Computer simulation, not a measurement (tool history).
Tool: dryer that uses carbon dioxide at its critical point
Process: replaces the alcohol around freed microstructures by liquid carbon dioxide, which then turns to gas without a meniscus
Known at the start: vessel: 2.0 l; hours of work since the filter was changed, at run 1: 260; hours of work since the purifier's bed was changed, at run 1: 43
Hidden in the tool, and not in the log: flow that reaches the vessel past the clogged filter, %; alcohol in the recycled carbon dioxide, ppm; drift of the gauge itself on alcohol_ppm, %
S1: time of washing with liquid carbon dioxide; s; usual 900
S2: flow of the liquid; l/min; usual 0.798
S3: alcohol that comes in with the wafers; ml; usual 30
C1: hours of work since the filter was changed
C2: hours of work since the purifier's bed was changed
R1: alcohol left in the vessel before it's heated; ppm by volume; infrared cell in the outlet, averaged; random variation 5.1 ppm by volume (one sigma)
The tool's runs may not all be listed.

run 1 hour=0 | S1=900 S2=0.798 S3=30 | C1=260 C2=43 | R1=77
run 2 hour=8.4 | S1=900 S2=0.798 S3=30 | C1=266 C2=49 | R1=83
run 3 hour=15.1 | S1=900 S2=0.864 S3=30 | C1=270 C2=54 | R1=66
run 4 hour=23.4 | S1=900 S2=0.798 S3=30 | C1=276 C2=60 | R1=96
run 5 hour=28.2 | S1=900 S2=0.798 S3=97 | C1=279 C2=63 | R1=245
run 6 hour=34.1 | S1=1380 S2=0.798 S3=30 | C1=283 C2=67 | R1=32
run 7 hour=37.9 | S1=1380 S2=0.798 S3=30 | C1=286 C2=69 | R1=29
run 8 hour=44.5 | S1=1380 S2=0.798 S3=30 | C1=290 C2=74 | R1=33
run 9 hour=48.4 | S1=1380 S2=0.798 S3=30 | C1=293 C2=77 | R1=37
run 10 hour=54.5 | S1=1380 S2=0.798 S3=30 | C1=297 C2=81 | R1=40
-- hour=62.6 inlet filter changed
run 11 hour=63.4 | S1=1380 S2=0.798 S3=30 | C1=1 C2=86 | R1=29
run 12 hour=68.8 | S1=900 S2=0.798 S3=30 | C1=4 C2=90 | R1=83
run 13 hour=76.4 | S1=900 S2=0.798 S3=25 | C1=9 C2=95 | R1=67
run 14 hour=85.2 | S1=900 S2=0.798 S3=25 | C1=16 C2=101 | R1=75
run 15 hour=92.1 | S1=900 S2=0.798 S3=25 | C1=20 C2=106 | R1=76
run 16 hour=99.4 | S1=900 S2=0.798 S3=25 | C1=25 C2=111 | R1=73
run 17 hour=107.7 | S1=900 S2=0.798 S3=25 | C1=31 C2=117 | R1=88
run 18 hour=116.1 | S1=900 S2=0.798 S3=25 | C1=37 C2=123 | R1=90
run 19 hour=123.2 | S1=900 S2=0.798 S3=25 | C1=42 C2=127 | R1=90
run 20 hour=130.1 | S1=900 S2=0.798 S3=35 | C1=46 C2=132 | R1=113
run 21 hour=136 | S1=900 S2=0.798 S3=35 | C1=50 C2=136 | R1=106
run 22 hour=144.3 | S1=900 S2=0.798 S3=86 | C1=56 C2=142 | R1=190
run 23 hour=150.6 | S1=900 S2=1.004 S3=30 | C1=60 C2=146 | R1=74
run 24 hour=159.5 | S1=840 S2=0.651 S3=25 | C1=67 C2=152 | R1=213
run 25 hour=167.8 | S1=840 S2=0.651 S3=41 | C1=72 C2=158 | R1=306
run 26 hour=173.5 | S1=840 S2=0.651 S3=41 | C1=76 C2=162 | R1=312
run 27 hour=178.1 | S1=840 S2=0.651 S3=41 | C1=79 C2=165 | R1=318
run 28 hour=185.1 | S1=780 S2=0.798 S3=30 | C1=84 C2=170 | R1=167
run 29 hour=191.5 | S1=780 S2=0.798 S3=30 | C1=89 C2=174 | R1=177
run 30 hour=197.5 | S1=780 S2=0.798 S3=30 | C1=93 C2=178 | R1=181
run 31 hour=206 | S1=960 S2=0.798 S3=28 | C1=99 C2=184 | R1=111
run 32 hour=211.7 | S1=1080 S2=0.564 S3=21 | C1=102 C2=188 | R1=147
run 33 hour=220.5 | S1=1080 S2=0.564 S3=21 | C1=109 C2=194 | R1=147
run 34 hour=227.7 | S1=720 S2=0.745 S3=30 | C1=113 C2=199 | R1=291
run 35 hour=232.6 | S1=1080 S2=0.948 S3=24 | C1=117 C2=203 | R1=78
run 36 hour=240.4 | S1=600 S2=0.798 S3=46 | C1=122 C2=208 | R1=615
run 37 hour=247.8 | S1=600 S2=0.798 S3=46 | C1=127 C2=213 | R1=603
run 38 hour=255.1 | S1=1200 S2=0.669 S3=75 | C1=132 C2=218 | R1=157
run 39 hour=263.4 | S1=600 S2=0.669 S3=75 | C1=138 C2=224 | R1=1594
run 40 hour=268.8 | S1=900 S2=0.798 S3=61 | C1=142 C2=227 | R1=183
run 41 hour=276.5 | S1=900 S2=0.798 S3=61 | C1=147 C2=233 | R1=193
run 42 hour=281.1 | S1=1080 S2=0.798 S3=61 | C1=150 C2=236 | R1=125
run 43 hour=287.3 | S1=720 S2=0.798 S3=34 | C1=154 C2=240 | R1=292
run 44 hour=291.6 | S1=720 S2=0.798 S3=34 | C1=157 C2=243 | R1=290
run 45 hour=299.1 | S1=900 S2=0.761 S3=24 | C1=163 C2=248 | R1=146
run 46 hour=307.6 | S1=1020 S2=0.761 S3=47 | C1=168 C2=254 | R1=151

Some steps in R1 between neighbouring runs. How much of each would the tool show without its hidden state too (settings, what came in, random variation), and how much is left for the hidden state, with any gauge scatter that isn't in both results?
Run 5 -> 6: S1 900 -> 1380, S3 97 -> 30. R1 -213 ppm by volume: hidden state -70, all else -143.
Run 35 -> 36: S1 1080 -> 600, S2 0.948 -> 0.798, S3 24 -> 46. R1 +537 ppm by volume: hidden state +69, all else +468.
Run 38 -> 39: S1 1200 -> 600. R1 +1437 ppm by volume: hidden state +169, all else +1268.
Run 39 -> 40: S1 600 -> 900, S2 0.669 -> 0.798, S3 75 -> 61. R1 -1411 ppm by volume: hidden state -160, all else -1251.
